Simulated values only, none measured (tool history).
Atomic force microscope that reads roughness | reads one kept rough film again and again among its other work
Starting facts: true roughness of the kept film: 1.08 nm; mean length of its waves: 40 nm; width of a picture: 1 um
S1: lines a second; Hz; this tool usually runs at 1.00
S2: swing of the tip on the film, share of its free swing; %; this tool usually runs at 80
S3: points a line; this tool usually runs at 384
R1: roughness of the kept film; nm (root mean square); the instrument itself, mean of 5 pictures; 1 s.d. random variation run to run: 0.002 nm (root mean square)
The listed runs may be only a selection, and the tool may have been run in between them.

Run 1, hour 0.0: usual settings. Result: R1 1.008 nm (root mean square).
Run 2, hour 5.9: usual settings. Result: R1 1.006 nm (root mean square).
Run 3, hour 13.7: usual settings. Result: R1 1.001 nm (root mean square).
Run 4, hour 20.7: usual settings. Result: R1 0.997 nm (root mean square).
Run 5, hour 25.0: usual settings but S3 466. Result: R1 0.999 nm (root mean square).
Run 6, hour 30.4: usual settings. Result: R1 0.999 nm (root mean square).
At hour 34.0: new tip fitted.
Run 7, hour 39.9: usual settings but S3 660. Result: R1 1.024 nm (root mean square).
Run 8, hour 48.7: usual settings but S3 660. Result: R1 1.013 nm (root mean square).
Run 9, hour 57.2: usual settings but S2 88 %. Result: R1 0.996 nm (root mean square).
Run 10, hour 63.9: usual settings but S2 88 %. Result: R1 0.992 nm (root mean square).
Run 11, hour 68.0: usual settings but S2 88 %. Result: R1 0.994 nm (root mean square).
Run 12, hour 73.0: usual settings but S2 88 %. Result: R1 0.989 nm (root mean square).
Run 13, hour 82.4: usual settings but S2 88 %. Result: R1 0.985 nm (root mean square).
Run 14, hour 91.6: usual settings but S2 88 %. Result: R1 0.984 nm (root mean square).
Run 15, hour 97.8: usual settings but S2 88 %. Result: R1 0.980 nm (root mean square).
Run 16, hour 102.1: usual settings but S2 88 %. Result: R1 0.981 nm (root mean square).
At hour 105.9: new tip fitted.
Run 17, hour 111.1: usual settings but S2 88 %. Result: R1 1.002 nm (root mean square).
Run 18, hour 118.7: usual settings but S2 88 %. Result: R1 0.998 nm (root mean square).
Run 19, hour 127.9: usual settings but S1 0.86 Hz. Result: R1 1.013 nm (root mean square).
Run 20, hour 135.8: usual settings but S1 0.86 Hz, S3 837. Result: R1 1.022 nm (root mean square).
Run 21, hour 140.5: usual settings but S1 0.86 Hz, S3 837. Result: R1 1.017 nm (root mean square).
Run 22, hour 145.6: usual settings. Result: R1 1.007 nm (root mean square).
Run 23, hour 153.4: usual settings but S1 1.87 Hz, S3 282. Result: R1 0.967 nm (root mean square).
Run 24, hour 159.9: usual settings but S1 0.78 Hz. Result: R1 1.013 nm (root mean square).
Run 25, hour 164.7: usual settings but S1 0.78 Hz. Result: R1 1.010 nm (root mean square).
Run 26, hour 170.5: usual settings but S1 0.78 Hz. Result: R1 1.005 nm (root mean square).
At hour 177.6: new tip fitted.
Run 27, hour 179.9: usual settings but S1 2.41 Hz, S2 56 %. Result: R1 1.037 nm (root mean square).
Run 28, hour 185.4: usual settings but S1 2.41 Hz, S2 56 %. Result: R1 1.035 nm (root mean square).
Run 29, hour 191.0: usual settings but S1 1.79 Hz, S2 66 %. Result: R1 1.024 nm (root mean square).
Run 30, hour 196.7: usual settings but S1 2.51 Hz, S2 75 %, S3 435. Result: R1 0.980 nm (root mean square).
Run 31, hour 202.9: usual settings but S1 2.51 Hz, S2 86 %, S3 936. Result: R1 0.929 nm (root mean square).
Run 32, hour 206.8: usual settings but S1 2.51 Hz, S2 86 %, S3 936. Result: R1 0.928 nm (root mean square).
Run 33, hour 215.5: usual settings but S1 1.05 Hz, S2 62 %. Result: R1 1.031 nm (root mean square).
Run 34, hour 219.7: usual settings but S1 1.05 Hz, S2 62 %. Result: R1 1.035 nm (root mean square).
Run 35, hour 227.9: usual settings but S1 1.28 Hz, S2 62 %. Result: R1 1.023 nm (root mean square).
Run 36, hour 234.2: usual settings but S1 1.28 Hz, S2 62 %. Result: R1 1.022 nm (root mean square).
Run 37, hour 240.8: usual settings but S1 1.28 Hz, S2 62 %. Result: R1 1.021 nm (root mean square).
Run 38, hour 245.2: usual settings but S3 426. Result: R1 0.998 nm (root mean square).
At hour 249.9: new tip fitted.
Run 39, hour 254.7: usual settings but S3 426. Result: R1 1.022 nm (root mean square).
Run 40, hour 260.0: usual settings but S1 0.72 Hz, S2 82 %, S3 799. Result: R1 1.031 nm (root mean square).
Run 41, hour 269.3: usual settings but S1 0.72 Hz, S2 82 %, S3 799. Result: R1 1.025 nm (root mean square).
Run 42, hour 273.7: usual settings but S1 1.95 Hz, S2 58 %, S3 449. Result: R1 1.031 nm (root mean square).
Run 43, hour 280.5: usual settings but S1 1.85 Hz, S2 64 %, S3 297. Result: R1 1.019 nm (root mean square).
Run 44, hour 289.8: usual settings but S1 2.60 Hz, S2 89 %, S3 608. Result: R1 0.903 nm (root mean square).

Each row is a separate what-if for the run after 44, all from the same tool condition, not one after another. Results?
Run A, hour 294.5: usual settings but S1 0.88 Hz, S2 84 %, S3 771. Result: R1 ?.
Run B, hour 294.5: usual settings but S2 56 %, S3 541. Result: R1 ?.
Run C, hour 294.5: usual settings but S3 579. Result: R1 ?.
Run D, hour 294.5: usual settings but S1 1.98 Hz, S2 89 %, S3 328. Result: R1 ?.
Run E, hour 294.5: usual settings but S1 2.01 Hz, S2 61 %, S3 359. Result: R1 ?.

run     R1
  A  1.004
  B  1.038
  C  1.004
  D  0.930
  E  1.018
Take away the tool's hidden state, keep each run's random variation, and the runs would have read:
run     R1
  A  1.019
  B  1.054
  C  1.020
  D  0.944
  E  1.033
